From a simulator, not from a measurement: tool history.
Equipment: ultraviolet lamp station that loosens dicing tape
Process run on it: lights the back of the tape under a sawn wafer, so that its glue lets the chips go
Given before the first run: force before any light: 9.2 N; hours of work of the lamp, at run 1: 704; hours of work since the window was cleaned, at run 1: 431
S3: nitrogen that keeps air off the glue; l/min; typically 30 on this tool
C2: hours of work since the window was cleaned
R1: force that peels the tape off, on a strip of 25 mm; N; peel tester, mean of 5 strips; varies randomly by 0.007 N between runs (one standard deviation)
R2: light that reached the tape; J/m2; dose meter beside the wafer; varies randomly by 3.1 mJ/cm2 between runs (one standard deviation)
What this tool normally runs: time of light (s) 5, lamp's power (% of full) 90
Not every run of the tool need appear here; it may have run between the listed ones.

Run 1, day 0: usual settings; hours of work of the lamp 704; C2 431. Result: R1 0.349 N, R2 3850 J/m2.
Run 2, day 0.525: usual settings; hours of work of the lamp 711; C2 439. Result: R1 0.355 N, R2 3870 J/m2.
Run 3, day 1.058: usual settings but lamp's power (% of full) 68; hours of work of the lamp 719; C2 447. Result: R1 0.666 N, R2 2940 J/m2.
Run 4, day 2.025: usual settings but lamp's power (% of full) 68; hours of work of the lamp 733; C2 460. Result: R1 0.625 N, R2 2870 J/m2.
Run 5, day 2.708: usual settings but lamp's power (% of full) 68; hours of work of the lamp 743; C2 470. Result: R1 0.633 N, R2 2870 J/m2.
Run 6, day 3.204: usual settings but S3 9 l/min; hours of work of the lamp 750; C2 477. Result: R1 0.747 N, R2 3790 J/m2.
Run 7, day 4.062: usual settings but S3 9 l/min; hours of work of the lamp 762; C2 490. Result: R1 0.763 N, R2 3700 J/m2.
Run 8, day 4.842: usual settings; hours of work of the lamp 773; C2 501. Result: R1 0.357 N, R2 3720 J/m2.
At day 5.154: window cleaned of glue's vapour.
Run 9, day 5.496: usual settings; hours of work of the lamp 782; C2 5. Result: R1 0.285 N, R2 4260 J/m2.
Run 10, day 6.388: usual settings; hours of work of the lamp 795; C2 18. Result: R1 0.298 N, R2 4210 J/m2.
Run 11, day 7.196: usual settings; hours of work of the lamp 807; C2 29. Result: R1 0.292 N, R2 4270 J/m2.
Run 12, day 7.792: usual settings; hours of work of the lamp 815; C2 38. Result: R1 0.297 N, R2 4230 J/m2.
Run 13, day 8.692: usual settings but lamp's power (% of full) 93; hours of work of the lamp 828; C2 51. Result: R1 0.283 N, R2 4360 J/m2.
Run 14, day 9.375: usual settings but time of light (s) 3, lamp's power (% of full) 78, S3 41 l/min; hours of work of the lamp 838; C2 61. Result: R1 1.005 N, R2 2180 J/m2.
Run 15, day 10.158: usual settings but time of light (s) 4, S3 10 l/min; hours of work of the lamp 849; C2 72. Result: R1 0.904 N, R2 3340 J/m2.
Run 16, day 11.025: usual settings but time of light (s) 3, lamp's power (% of full) 85, S3 48 l/min; hours of work of the lamp 862; C2 84. Result: R1 0.78 N, R2 2370 J/m2.
Run 17, day 11.879: usual settings but time of light (s) 6, lamp's power (% of full) 76, S3 29 l/min; hours of work of the lamp 874; C2 97. Result: R1 0.299 N, R2 4150 J/m2.
Run 18, day 12.575: usual settings but time of light (s) 6, lamp's power (% of full) 76, S3 29 l/min; hours of work of the lamp 884; C2 107. Result: R1 0.314 N, R2 4190 J/m2.
Run 19, day 13.417: usual settings but time of light (s) 6, lamp's power (% of full) 79, S3 29 l/min; hours of work of the lamp 896; C2 119. Result: R1 0.292 N, R2 4310 J/m2.
Run 20, day 14.454: usual settings but lamp's power (% of full) 78; hours of work of the lamp 911; C2 134. Result: R1 0.408 N, R2 3530 J/m2.
Run 21, day 15.425: usual settings but lamp's power (% of full) 78; hours of work of the lamp 925; C2 148. Result: R1 0.418 N, R2 3490 J/m2.
Run 22, day 16.192: usual settings but time of light (s) 2, lamp's power (% of full) 76, S3 53 l/min; hours of work of the lamp 936; C2 159. Result: R1 2.069 N, R2 1350 J/m2.
Run 23, day 17.212: usual settings but time of light (s) 2, lamp's power (% of full) 76, S3 53 l/min; hours of work of the lamp 951; C2 173. Result: R1 1.999 N, R2 1340 J/m2.
Run 24, day 18.333: usual settings but lamp's power (% of full) 81, S3 53 l/min; hours of work of the lamp 967; C2 189. Result: R1 0.321 N, R2 3600 J/m2.
Run 25, day 19.025: usual settings but time of light (s) 3, lamp's power (% of full) 81, S3 56 l/min; hours of work of the lamp 977; C2 199. Result: R1 0.939 N, R2 2080 J/m2.

5 ways to go on from here, each from the tool as it stands after run 25. What would each give?
Run A, day 20.125: usual settings but time of light (s) 3, lamp's power (% of full) 96, S3 56 l/min; hours of work of the lamp 993; C2 215. Result: R1 ?, R2 ?.
Run B, day 20.125: usual settings but time of light (s) 8, lamp's power (% of full) 64, S3 28 l/min; hours of work of the lamp 993; C2 215. Result: R1 ?, R2 ?.
Run C, day 20.125: usual settings but time of light (s) 3, lamp's power (% of full) 64; hours of work of the lamp 993; C2 215. Result: R1 ?, R2 ?.
Run D, day 20.125: usual settings but lamp's power (% of full) 73, S3 11 l/min; hours of work of the lamp 993; C2 215. Result: R1 ?, R2 ?.
Run E, day 20.125: usual settings but time of light (s) 3, lamp's power (% of full) 81, S3 48 l/min; hours of work of the lamp 993; C2 215. Result: R1 ?, R2 ?.

run     R1    R2
  A   0.65  2450
  B   0.27  4440
  C   1.81  1680
  D  0.984  3160
  E  0.989  2090
With the hidden condition removed and each run's random variation left untouched, the same runs would have given:
run     R1    R2
  A  0.427  2990
  B  0.208  5410
  C  1.296  2040
  D  0.652  3850
  E  0.657  2550

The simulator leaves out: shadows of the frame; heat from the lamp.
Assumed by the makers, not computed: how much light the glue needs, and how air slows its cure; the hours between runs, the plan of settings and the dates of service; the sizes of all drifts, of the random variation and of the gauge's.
